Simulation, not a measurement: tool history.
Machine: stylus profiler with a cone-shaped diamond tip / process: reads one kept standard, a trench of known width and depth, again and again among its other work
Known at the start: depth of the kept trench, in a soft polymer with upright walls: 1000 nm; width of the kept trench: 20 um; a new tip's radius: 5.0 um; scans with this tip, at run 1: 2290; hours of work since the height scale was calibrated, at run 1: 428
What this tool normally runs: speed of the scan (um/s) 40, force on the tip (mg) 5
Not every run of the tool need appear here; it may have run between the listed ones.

| run | day | speed of the scan (um/s) | force on the tip (mg) | scans with this tip | hours of work since the height scale was calibrated | depth of the trench (angstrom) | width of the trench's floor (um) |
|---|---|---|---|---|---|---|---|
| 1 | 0 | 40 | 5 | 2290 | 428 | 10080.1 | 13.6 |
| 2 | 1.188 | 11 | 5 | 2363 | 441 | 10079.8 | 13.66 |
| 3 | 4.146 | 11 | 5 | 2544 | 475 | 10079.7 | 13.65 |
| 4 | 5.833 | 11 | 5 | 2648 | 495 | 10081.4 | 13.69 |
| 5 | 7.367 | 11 | 5 | 2742 | 512 | 10078.4 | 13.64 |
| 6 | 9.433 | 11 | 5 | 2869 | 536 | 10081.3 | 13.63 |
| 7 | 12.104 | 11 | 5 | 3033 | 566 | 10073.9 | 13.6 |
| 8 | 14.904 | 11 | 5 | 3204 | 599 | 10080.2 | 13.59 |
| 9 | 16.612 | 40 | 5 | 3309 | 618 | 10074.2 | 13.4 |
| 10 | 18.692 | 40 | 5 | 3437 | 642 | 10080.7 | 13.41 |
| 11 | 19.912 | 40 | 5 | 3511 | 656 | 10079.8 | 13.4 |
| 12 | 21.412 | 40 | 5 | 3603 | 673 | 10071 | 13.39 |
| 13 | 24.246 | 40 | 5 | 3777 | 706 | 10074.6 | 13.39 |
| 14 | 26.4 | 40 | 5 | 3909 | 730 | 10077.2 | 13.27 |
| 15 | 27.954 | 35 | 5 | 4005 | 748 | 10076.5 | 13.39 |
| 16 | 30.879 | 35 | 5 | 4184 | 782 | 10071.5 | 13.33 |
| 17 | 33.358 | 40 | 7.08 | 4336 | 810 | 10096.4 | 13.32 |
| 18 | 35.108 | 40 | 7.08 | 4443 | 830 | 10095.7 | 13.3 |
| 19 | 37.65 | 17 | 5 | 4599 | 859 | 10072.3 | 13.32 |
| 20 | 39.446 | 142 | 5 | 4709 | 880 | 10070.7 | 12.84 |
| 21 | 41.267 | 40 | 13.3 | 4821 | 901 | 10152 | 13.25 |
| 22 | 43.65 | 40 | 13.3 | 4967 | 928 | 10151.2 | 13.22 |
| 23 | 46.317 | 36 | 5 | 5131 | 958 | 10070 | 13.21 |
| 24 | 48.504 | 122 | 2.04 | 5265 | 983 | 10029.3 | 12.55 |
| 25 | 51.354 | 117 | 1.72 | 5440 | 1016 | 10024.5 | 12.55 |
| 26 | 53.267 | 117 | 1.72 | 5557 | 1038 | 10024.8 | 12.52 |
| 27 | 55.171 | 18 | 12.24 | 5674 | 1060 | 10139.1 | 13.22 |
| 28 | 57.588 | 31 | 2.18 | 5822 | 1088 | 10027.7 | 13.08 |
| 29 | 60.475 | 137 | 2.18 | 5999 | 1121 | 10029.8 | 12.37 |
| 30 | 63.342 | 18 | 1.7 | 6175 | 1153 | 10024.2 | 12.98 |
| 31 | 66.246 | 37 | 5 | 6353 | 1187 | 10066.9 | 13.06 |
| 32 | 67.971 | 37 | 5 | 6459 | 1206 | 10066.8 | 12.98 |
| 33 | 70.4 | 37 | 5 | 6607 | 1234 | 10067.7 | 13 |
| 34 | 72.783 | 50 | 5.3 | 6754 | 1262 | 10067.1 | 12.9 |
| 35 | 75.729 | 50 | 5.3 | 6934 | 1295 | 10066.3 | 12.89 |
| 36 | 77.804 | 55 | 2.97 | 7062 | 1319 | 10033 | 12.83 |
| 37 | 80.033 | 11 | 5 | 7198 | 1345 | 10061.6 | 12.99 |
| 38 | 81.608 | 17 | 3.3 | 7295 | 1363 | 10040 | 12.96 |
| 39 | 84.383 | 33 | 12.52 | 7465 | 1395 | 10137 | 12.94 |
| 40 | 87.321 | 26 | 9.05 | 7645 | 1428 | 10105 | 12.83 |
| 41 | 88.696 | 55 | 7.3 | 7730 | 1444 | 10083 | 12.8 |
| 42 | 91.05 | 71 | 1.88 | 7874 | 1471 | 10015.3 | 12.56 |
| 43 | 93.967 | 71 | 1.88 | 8053 | 1504 | 10016.1 | 12.45 |
| 44 | 96.05 | 71 | 3.45 | 8180 | 1528 | 10041.8 | 12.61 |
| 45 | 97.771 | 10 | 2.86 | 8286 | 1548 | 10031.1 | 12.77 |
| 46 | 100.592 | 10 | 2.86 | 8459 | 1580 | 10033.5 | 12.8 |

Each row is a separate what-if for the run after 46, all from the same tool condition, not one after another. Results?
| A | 102.567 | 10 | 5.43 | 8580 | 1603 | ? | ? |
| B | 102.567 | 15 | 5.94 | 8580 | 1603 | ? | ? |
| C | 102.567 | 71 | 6.94 | 8580 | 1603 | ? | ? |
| D | 102.567 | 40 | 4.72 | 8580 | 1603 | ? | ? |

| run | depth of the trench (angstrom) | width of the trench's floor (um) |
|---|---|---|
| A | 10058.7 | 12.81 |
| B | 10069 | 12.76 |
| C | 10082.6 | 12.58 |
| D | 10054 | 12.64 |
Without the tool's unlogged condition, the same runs would have read:
| run | depth of the trench (angstrom) | width of the trench's floor (um) |
|---|---|---|
| A | 10089.8 | 13.99 |
| B | 10100.1 | 13.93 |
| C | 10113.7 | 13.76 |
| D | 10085 | 13.82 |
